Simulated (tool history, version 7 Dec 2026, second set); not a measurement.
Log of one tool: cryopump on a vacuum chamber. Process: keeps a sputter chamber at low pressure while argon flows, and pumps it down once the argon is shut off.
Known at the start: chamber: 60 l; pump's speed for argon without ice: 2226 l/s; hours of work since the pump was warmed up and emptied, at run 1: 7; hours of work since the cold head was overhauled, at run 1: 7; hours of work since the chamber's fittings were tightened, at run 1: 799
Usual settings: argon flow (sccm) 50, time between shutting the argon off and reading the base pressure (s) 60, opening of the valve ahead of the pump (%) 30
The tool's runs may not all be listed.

run	day	argon flow (sccm)	time between shutting the argon off and reading the base pressure (s)	opening of the valve ahead of the pump (%)	hours of work since the pump was warmed up and emptied	hours of work since the cold head was overhauled	hours of work since the chamber's fittings were tightened	pressure while argon flows (Pa)	pressure after the wait (uPa)
1	0	50	60	30	7	7	799	0.1265	1.56
2	0.65	50	60	30	20	20	812	0.1278	1.53
3	1.538	50	60	29	38	38	830	0.1315	1.55
4	2.238	50	60	30	52	52	844	0.1269	1.54
5	3.192	50	60	30	70	70	863	0.127	1.59
6	3.812	50	60	30	83	83	875	0.1282	1.64
7	4.538	50	60	30	97	97	890	0.1277	1.6
8	5.317	50	60	30	113	113	905	0.1279	1.58
9	6.504	50	60	30	136	136	929	0.1279	1.66
10	7.046	50	60	20	147	147	940	0.192	1.61
11	7.554	75	60	30	157	157	950	0.1937	1.63
12	8.733	75	60	30	181	181	973	0.194	1.63
13	9.467	50	60	30	195	195	988	0.1293	1.67
14	10.162	50	60	30	209	209	1002	0.1291	1.71
15	11.258	50	60	44	231	231	1024	0.0897	1.71
16	11.842	50	60	30	243	243	1035	0.1296	1.74
17	12.725	50	60	30	260	260	1053	0.1304	1.67
18	13.262	50	60	30	271	271	1064	0.1287	1.61

The next listed run, before its measurement:
19	14.304	27	69	22	292	292	1084	?	?

{"run 19": {"pressure while argon flows (Pa)": 0.0946, "pressure after the wait (uPa)": 1.51}}
Without the tool's hidden state the same run would have given pressure while argon flows (Pa) 0.0927, pressure after the wait (uPa) 0.99.
